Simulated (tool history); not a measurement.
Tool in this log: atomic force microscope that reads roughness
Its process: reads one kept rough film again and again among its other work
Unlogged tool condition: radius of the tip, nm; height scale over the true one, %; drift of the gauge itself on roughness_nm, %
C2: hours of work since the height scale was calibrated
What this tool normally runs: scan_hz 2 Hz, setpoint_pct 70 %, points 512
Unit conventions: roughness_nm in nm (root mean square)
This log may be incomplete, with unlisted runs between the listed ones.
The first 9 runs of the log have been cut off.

run 10 hour=350.3 | scan_hz=2 setpoint_pct=70 points=512 | pictures_with_this_tip=361 C2=1614 | roughness_nm=2.761
run 11 hour=370.8 | scan_hz=2 setpoint_pct=70 points=512 | pictures_with_this_tip=387 C2=1630 | roughness_nm=2.739
-- hour=380.7 new tip fitted
run 12 hour=406 | scan_hz=2 setpoint_pct=70 points=512 | pictures_with_this_tip=32 C2=1657 | roughness_nm=2.885
run 13 hour=449.6 | scan_hz=2 setpoint_pct=70 points=512 | pictures_with_this_tip=87 C2=1690 | roughness_nm=2.857
run 14 hour=477.4 | scan_hz=2 setpoint_pct=70 points=512 | pictures_with_this_tip=123 C2=1711 | roughness_nm=2.859
run 15 hour=515.5 | scan_hz=2 setpoint_pct=70 points=512 | pictures_with_this_tip=171 C2=1740 | roughness_nm=2.836
-- hour=518.9 height scale calibrated on a step standard
run 16 hour=539.6 | scan_hz=2 setpoint_pct=85 points=512 | pictures_with_this_tip=200 C2=16 | roughness_nm=2.552
run 17 hour=582.3 | scan_hz=2 setpoint_pct=85 points=512 | pictures_with_this_tip=254 C2=48 | roughness_nm=2.506
run 18 hour=615.8 | scan_hz=2 setpoint_pct=85 points=512 | pictures_with_this_tip=297 C2=74 | roughness_nm=2.49
-- hour=647.3 height scale calibrated on a step standard, once more
run 19 hour=666 | scan_hz=0.76 setpoint_pct=70 points=512 | pictures_with_this_tip=359 C2=14 | roughness_nm=2.938
-- hour=697.4 new tip fitted
run 20 hour=697.4 | scan_hz=2.14 setpoint_pct=86 points=512 | pictures_with_this_tip=0 C2=38 | roughness_nm=2.476

The next listed run, before its measurement:
run 21 hour=721.7 | scan_hz=1.39 setpoint_pct=58 points=512 | pictures_with_this_tip=31 C2=56 | roughness_nm=?

roughness_nm: 3.068 nm (root mean square)
Take away the tool's hidden state, keep the run-to-run variation as it was, and the same run would have given roughness_nm 3.081 nm (root mean square).
